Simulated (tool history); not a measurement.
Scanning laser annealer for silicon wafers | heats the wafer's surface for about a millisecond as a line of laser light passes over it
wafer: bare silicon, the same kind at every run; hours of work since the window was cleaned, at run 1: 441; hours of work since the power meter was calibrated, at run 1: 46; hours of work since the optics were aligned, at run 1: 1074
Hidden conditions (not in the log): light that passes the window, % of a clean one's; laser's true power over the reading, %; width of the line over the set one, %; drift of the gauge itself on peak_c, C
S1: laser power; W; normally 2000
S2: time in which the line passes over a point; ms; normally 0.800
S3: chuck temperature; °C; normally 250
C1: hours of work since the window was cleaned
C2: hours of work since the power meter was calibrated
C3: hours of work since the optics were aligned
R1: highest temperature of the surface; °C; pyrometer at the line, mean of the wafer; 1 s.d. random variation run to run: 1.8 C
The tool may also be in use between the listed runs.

Run 1, hour 0.0: usual settings; C1 441; C2 46; C3 1074. Result: R1 1051 °C.
Run 2, hour 9.8: usual settings; C1 448; C2 53; C3 1081. Result: R1 1048 °C.
Run 3, hour 24.2: usual settings; C1 458; C2 63; C3 1091. Result: R1 1048 °C.
Run 4, hour 37.2: usual settings; C1 467; C2 73; C3 1100. Result: R1 1046 °C.
Run 5, hour 50.1: usual settings but S2 0.626 ms; C1 477; C2 82; C3 1110. Result: R1 969 °C.
Run 6, hour 61.1: usual settings but S2 0.622 ms; C1 484; C2 90; C3 1117. Result: R1 963 °C.
Run 7, hour 76.3: usual settings but S2 0.622 ms; C1 495; C2 101; C3 1128. Result: R1 962 °C.
Run 8, hour 85.6: usual settings; C1 502; C2 107; C3 1135. Result: R1 1048 °C.
Run 9, hour 97.8: usual settings but S2 0.812 ms; C1 511; C2 116; C3 1144. Result: R1 1051 °C.
Run 10, hour 110.5: usual settings but S2 0.812 ms; C1 520; C2 125; C3 1153. Result: R1 1053 °C.
Run 11, hour 123.8: usual settings but S2 0.812 ms; C1 529; C2 135; C3 1162. Result: R1 1053 °C.
Run 12, hour 134.4: usual settings but S2 0.812 ms; C1 537; C2 142; C3 1170. Result: R1 1047 °C.
Run 13, hour 146.3: usual settings but S2 0.604 ms; C1 545; C2 151; C3 1178. Result: R1 952 °C.
Run 14, hour 160.5: usual settings but S2 0.604 ms; C1 555; C2 161; C3 1188. Result: R1 952 °C.
Run 15, hour 170.9: usual settings but S2 0.604 ms; C1 563; C2 168; C3 1196. Result: R1 953 °C.
Run 16, hour 182.8: usual settings but S2 0.604 ms; C1 571; C2 177; C3 1204. Result: R1 956 °C.
Run 17, hour 196.8: usual settings but S1 2046 W, S2 0.717 ms; C1 581; C2 187; C3 1214. Result: R1 1026 °C.
Run 18, hour 209.0: usual settings but S1 2046 W, S2 0.717 ms; C1 590; C2 195; C3 1223. Result: R1 1028 °C.
Run 19, hour 219.9: usual settings but S1 2179 W, S2 0.853 ms, S3 251 °C; C1 598; C2 203; C3 1231. Result: R1 1152 °C.
Run 20, hour 234.1: usual settings but S1 1725 W, S2 0.568 ms, S3 226 °C; C1 608; C2 213; C3 1241. Result: R1 804 °C.
Run 21, hour 248.6: usual settings but S2 0.653 ms, S3 246 °C; C1 618; C2 224; C3 1251. Result: R1 972 °C.
Run 22, hour 263.3: usual settings but S1 1757 W, S2 0.598 ms, S3 260 °C; C1 629; C2 234; C3 1262. Result: R1 863 °C.
Run 23, hour 276.9: usual settings but S1 1757 W, S2 0.598 ms, S3 260 °C; C1 638; C2 244; C3 1271. Result: R1 864 °C.
Run 24, hour 287.7: usual settings but S1 1801 W, S2 0.807 ms, S3 224 °C; C1 646; C2 252; C3 1279. Result: R1 931 °C.
Run 25, hour 298.8: usual settings but S1 1801 W, S2 0.831 ms, S3 224 °C; C1 654; C2 259; C3 1287. Result: R1 941 °C.
Run 26, hour 305.0: usual settings but S1 1801 W, S2 0.831 ms, S3 224 °C; C1 658; C2 264; C3 1291. Result: R1 941 °C.
Run 27, hour 319.5: usual settings but S1 2106 W, S2 0.616 ms, S3 272 °C; C1 669; C2 274; C3 1302. Result: R1 1020 °C.
Run 28, hour 331.7: usual settings but S1 2106 W, S2 0.616 ms, S3 272 °C; C1 678; C2 283; C3 1311. Result: R1 1020 °C.
Run 29, hour 339.2: usual settings but S1 1929 W, S2 0.600 ms, S3 272 °C; C1 683; C2 288; C3 1316. Result: R1 941 °C.
Run 30, hour 345.9: usual settings but S1 1929 W, S2 0.600 ms, S3 272 °C; C1 688; C2 293; C3 1321. Result: R1 941 °C.
Run 31, hour 359.2: usual settings but S1 1933 W, S2 0.600 ms, S3 226 °C; C1 697; C2 303; C3 1330. Result: R1 898 °C.

Pick out some run-to-run changes in R1. Of each, how much would a tool without hidden state show as well, from the settings, what came in and chance, and how much is left for the hidden state and any gauge scatter not in both results compared?
Run 18 -> 19: S1 2046 -> 2179, S2 0.717 -> 0.853, S3 250 -> 251. R1 +124 °C: hidden state -4, all else +128.
Run 19 -> 20: S1 2179 -> 1725, S2 0.853 -> 0.568, S3 251 -> 226. R1 -348 °C: hidden state +11, all else -359.
Run 20 -> 21: S1 1725 -> 2000, S2 0.568 -> 0.653, S3 226 -> 246. R1 +168 °C: hidden state -6, all else +174.
